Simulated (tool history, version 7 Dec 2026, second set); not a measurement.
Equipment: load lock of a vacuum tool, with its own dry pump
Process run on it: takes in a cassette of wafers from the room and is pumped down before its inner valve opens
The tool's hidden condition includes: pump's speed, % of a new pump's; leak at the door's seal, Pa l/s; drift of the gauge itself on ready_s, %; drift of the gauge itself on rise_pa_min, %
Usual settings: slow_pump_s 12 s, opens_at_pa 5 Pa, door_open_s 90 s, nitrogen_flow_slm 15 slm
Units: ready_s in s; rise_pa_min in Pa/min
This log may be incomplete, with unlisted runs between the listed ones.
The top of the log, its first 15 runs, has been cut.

run    hour  slow_pump_s  opens_at_pa  door_open_s  nitrogen_flow_slm  hours that the pump has run since its overhaul  times that the door has closed on its seal  incoming humidity of the room's air, %  ready_s  rise_pa_min
 16  1790.3           12            5           90                 15                                            3200                                        5241                                    48.1       26        0.097
 17  1942.5           12            5           90                 15                                            3352                                        5528                                    46.4     26.3        0.105
 18  2062.9           12            5           90                 15                                            3472                                        5754                                    45.7     26.8        0.104
 19  2147.8           12            4           64                 15                                            3557                                        5914                                    48.5     26.4        0.095
 20  2224.5            9            8           90                  6                                            3634                                        6058                                    47.7       24        0.138
 21  2296.3           17           10           45                 15                                            3706                                        6193                                    46.5     28.5        0.091
 22  2382.8            9            5           44                 23                                            3792                                        6356                                    44.8     24.1        0.078
 23  2526.7            9            4           44                 15                                            3936                                        6626                                    44.3       25        0.095
 24  2670.1           21            4           42                 13                                            4080                                        6896                                      44     33.9        0.096
 25  2825.6           13            6          160                  6                                            4235                                        7188                                    45.7     26.6        0.167
 26  2957.9           13            6          160                  6                                            4367                                        7437                                    41.2     26.6         0.16
 27  3072.3           12            5           79                  5                                            4482                                        7652                                    46.6       27        0.152
 28  3157.3           14            5          163                 16                                            4567                                        7812                                    41.5     27.9         0.13
 29  3277.5            9            9          104                 15                                            4687                                        8038                                      45     23.1        0.128
 30  3422.9            9            9          104                 15                                            4832                                        8312                                    45.3     23.1        0.132
 31  3547.1            9            9          104                 15                                            4957                                        8545                                    48.1     23.4        0.133
 32    3648           12            7           90                 31                                            5057                                        8735                                    41.1     25.8        0.107
 33  3769.5           16            9           39                 45                                            5179                                        8964                                    47.1     28.7        0.093
 34    3926           16            9           89                 45                                            5335                                        9258                                    44.1     28.9        0.101
 35  4010.2           16            9           89                 45                                            5420                                        9416                                    49.2     28.4        0.108
 36  4080.2           11            9          108                 14                                            5490                                        9548                                    45.4     25.1        0.148

Alternative continuations, all from the tool just after run 36; predict every row:
  A  4189.9           13            8          108                  5                                            5599                                        9754                                    44.3        ?            ?
  B  4189.9            9           10          108                 14                                            5599                                        9754                                    46.8        ?            ?
  C  4189.9           11            5          160                 22                                            5599                                        9754                                    41.1        ?            ?
  D  4189.9           11            9          136                 14                                            5599                                        9754                                    48.2        ?            ?
  E  4189.9           19            8          108                  6                                            5599                                        9754                                      44        ?            ?

run  ready_s  rise_pa_min
  A     26.7        0.188
  B     22.8        0.149
  C     25.9        0.143
  D     25.2        0.161
  E     30.6        0.175
Without the tool's unlogged condition, the same runs would have read:
run  ready_s  rise_pa_min
  A     26.2        0.107
  B     22.4         0.07
  C     25.4        0.063
  D     24.7        0.082
  E     30.2        0.094

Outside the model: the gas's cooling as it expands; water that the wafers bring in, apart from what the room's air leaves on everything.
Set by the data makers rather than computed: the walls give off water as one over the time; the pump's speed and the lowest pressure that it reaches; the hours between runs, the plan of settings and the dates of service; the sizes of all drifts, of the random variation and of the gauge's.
